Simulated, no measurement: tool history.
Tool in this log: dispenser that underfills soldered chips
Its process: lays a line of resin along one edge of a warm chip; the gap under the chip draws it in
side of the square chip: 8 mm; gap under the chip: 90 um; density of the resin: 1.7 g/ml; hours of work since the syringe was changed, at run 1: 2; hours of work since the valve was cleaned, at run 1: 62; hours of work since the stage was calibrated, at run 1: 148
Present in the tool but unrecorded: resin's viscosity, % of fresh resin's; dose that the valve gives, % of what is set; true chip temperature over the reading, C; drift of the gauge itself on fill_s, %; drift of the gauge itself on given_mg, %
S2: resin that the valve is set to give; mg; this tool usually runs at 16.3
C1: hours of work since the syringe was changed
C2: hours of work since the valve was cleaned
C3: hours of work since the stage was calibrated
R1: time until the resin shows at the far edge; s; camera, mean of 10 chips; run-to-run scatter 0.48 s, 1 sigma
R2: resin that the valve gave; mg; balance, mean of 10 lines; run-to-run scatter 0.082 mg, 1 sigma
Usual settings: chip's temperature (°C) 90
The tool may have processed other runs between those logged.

run 1 hour=0 | chip's_temperature_(°C)=90 S2=16.3 | C1=2 C2=62 C3=148 | R1=43.5 R2=15.49
-- hour=4.9 new syringe of resin
run 2 hour=8.1 | chip's_temperature_(°C)=90 S2=16.3 | C1=2 C2=67 C3=153 | R1=44.4 R2=15.42
-- hour=12.5 new syringe of resin
run 3 hour=13.2 | chip's_temperature_(°C)=90 S2=16.3 | C1=0 C2=71 C3=157 | R1=39.9 R2=15.2
run 4 hour=17.5 | chip's_temperature_(°C)=90 S2=16.3 | C1=4 C2=74 C3=160 | R1=47.3 R2=15.13
-- hour=20.1 new syringe of resin
run 5 hour=25.3 | chip's_temperature_(°C)=96 S2=16.3 | C1=4 C2=80 C3=166 | R1=39.7 R2=15.18
-- hour=27.8 new syringe of resin
run 6 hour=30.6 | chip's_temperature_(°C)=96 S2=16.3 | C1=2 C2=83 C3=169 | R1=36.8 R2=15.06
-- hour=35.4 new syringe of resin
run 7 hour=38.1 | chip's_temperature_(°C)=96 S2=16.3 | C1=2 C2=89 C3=175 | R1=36.6 R2=14.98
-- hour=43.1 new syringe of resin
run 8 hour=43.7 | chip's_temperature_(°C)=104 S2=16.3 | C1=0 C2=92 C3=179 | R1=25.5 R2=14.83
-- hour=50.9 new syringe of resin
run 9 hour=51.2 | chip's_temperature_(°C)=104 S2=16.3 | C1=0 C2=98 C3=184 | R1=25.5 R2=14.89
run 10 hour=57 | chip's_temperature_(°C)=104 S2=16.3 | C1=4 C2=102 C3=188 | R1=33 R2=14.85
-- hour=58.4 new syringe of resin
run 11 hour=62 | chip's_temperature_(°C)=93 S2=16.6 | C1=3 C2=105 C3=192 | R1=42.6 R2=15.08
-- hour=65.9 new syringe of resin
-- hour=66.9 dispensing valve cleaned and set on the balance
run 12 hour=71.5 | chip's_temperature_(°C)=77 S2=15.2 | C1=3 C2=3 C3=198 | R1=73.8 R2=15
-- hour=74.5 new syringe of resin
run 13 hour=76.4 | chip's_temperature_(°C)=96 S2=16.3 | C1=1 C2=7 C3=201 | R1=34.5 R2=16.1
-- hour=81.7 new syringe of resin
run 14 hour=82 | chip's_temperature_(°C)=96 S2=16.3 | C1=0 C2=11 C3=205 | R1=33.2 R2=16.07
run 15 hour=88.6 | chip's_temperature_(°C)=96 S2=16.3 | C1=5 C2=16 C3=210 | R1=43.1 R2=15.97
-- hour=89.3 new syringe of resin
run 16 hour=96.2 | chip's_temperature_(°C)=96 S2=16.3 | C1=5 C2=21 C3=215 | R1=43.6 R2=15.99
-- hour=97.1 new syringe of resin
run 17 hour=100.3 | chip's_temperature_(°C)=103 S2=20.6 | C1=2 C2=24 C3=218 | R1=29.8 R2=20.03

Run 18 has not been measured yet. What should we expect?
-- hour=104.7 new syringe of resin
run 18 hour=109.1 | chip's_temperature_(°C)=104 S2=18.4 | C1=3 C2=30 C3=224 | R1=? R2=?

{"run 18": {"R1": 31.3, "R2": 17.75}}
Take away the tool's hidden state, keep the run-to-run variation as it was, and the same run would have given R1 24.5 s, R2 18.35 mg.
